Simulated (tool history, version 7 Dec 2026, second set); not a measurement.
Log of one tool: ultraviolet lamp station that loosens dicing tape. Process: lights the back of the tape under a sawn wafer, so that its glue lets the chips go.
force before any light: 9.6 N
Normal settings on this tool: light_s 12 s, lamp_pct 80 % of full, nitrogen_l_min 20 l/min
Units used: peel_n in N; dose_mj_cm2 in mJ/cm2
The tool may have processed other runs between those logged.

| run | hour | light_s | lamp_pct | nitrogen_l_min | peel_n | dose_mj_cm2 |
|---|---|---|---|---|---|---|
| 1 | 0.0 | 12 | 80 | 20 | 0.891 | 395 |
| 2 | 11.2 | 12 | 80 | 20 | 0.900 | 396 |
| 3 | 23.1 | 12 | 65 | 20 | 1.361 | 319 |
| 4 | 33.4 | 12 | 65 | 20 | 1.370 | 325 |
| 5 | 50.1 | 12 | 65 | 20 | 1.360 | 325 |
| 6 | 68.1 | 12 | 84 | 20 | 0.802 | 410 |
| 7 | 80.6 | 7 | 80 | 20 | 2.225 | 233 |
|  | 81.9 | window cleaned of glue's vapour |
| 8 | 90.0 | 15 | 97 | 20 | 0.351 | 603 |
| 9 | 104.3 | 15 | 97 | 20 | 0.336 | 602 |
| 10 | 118.8 | 7 | 69 | 16 | 2.914 | 195 |
| 11 | 135.3 | 12 | 83 | 12 | 1.128 | 413 |
| 12 | 151.1 | 11 | 64 | 17 | 1.823 | 292 |
| 13 | 161.7 | 11 | 64 | 17 | 1.780 | 288 |
| 14 | 169.6 | 12 | 62 | 20 | 1.475 | 310 |

Predict each of these 3 candidate next runs independently; none follows another, all start after run 14:
| A | 187.5 | 12 | 82 | 23 | ? | ? |
| B | 187.5 | 11 | 62 | 12 | ? | ? |
| C | 187.5 | 7 | 70 | 9 | ? | ? |

| run | peel_n | dose_mj_cm2 |
|---|---|---|
| A | 0.784 | 410 |
| B | 2.202 | 280 |
| C | 3.512 | 203 |
The same runs, with their run-to-run variation unchanged, on a tool lacking any hidden condition would have given:
| run | peel_n | dose_mj_cm2 |
|---|---|---|
| A | 0.781 | 410 |
| B | 2.196 | 281 |
| C | 3.506 | 203 |
